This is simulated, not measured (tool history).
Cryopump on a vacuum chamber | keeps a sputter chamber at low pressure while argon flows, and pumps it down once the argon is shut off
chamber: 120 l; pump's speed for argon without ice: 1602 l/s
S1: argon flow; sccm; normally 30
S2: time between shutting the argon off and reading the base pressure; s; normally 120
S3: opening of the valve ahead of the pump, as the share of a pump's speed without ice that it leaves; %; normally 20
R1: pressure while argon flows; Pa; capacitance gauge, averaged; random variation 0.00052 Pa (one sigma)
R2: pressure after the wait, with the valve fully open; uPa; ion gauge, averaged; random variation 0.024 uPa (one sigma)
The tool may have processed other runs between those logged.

run,day,S1,S2,S3,R1,R2
1,0.000,30,120,20,0.1615,1.85
2,2.867,30,120,20,0.1623,1.93
3,4.850,30,120,20,0.1628,1.91
4,7.496,30,86,20,0.1644,2.18
# day 8.921: pump warmed up, emptied and cooled again
5,9.483,30,86,20,0.1592,2.11
6,11.500,30,86,20,0.1590,2.13
7,13.454,30,86,20,0.1600,2.13
8,15.983,30,86,20,0.1592,2.20
9,18.200,30,86,20,0.1597,2.20
10,21.088,30,86,20,0.1605,2.23
# day 22.167: leaking fittings of the chamber tightened, without venting
11,24.350,30,20,20,0.1610,4.09
12,26.167,30,120,20,0.1607,0.92
13,28.038,30,120,20,0.1617,0.94
14,30.604,30,120,20,0.1614,0.93
15,33.288,26,90,20,0.1407,1.21

The next listed run, before its measurement:
16,35.775,27,90,40,?,?

R1: 0.0757 Pa
R2: 1.23 uPa
Take away the tool's hidden state, keep the run-to-run variation as it was, and the same run would have given R1 0.0713 Pa, R2 1.02 uPa.
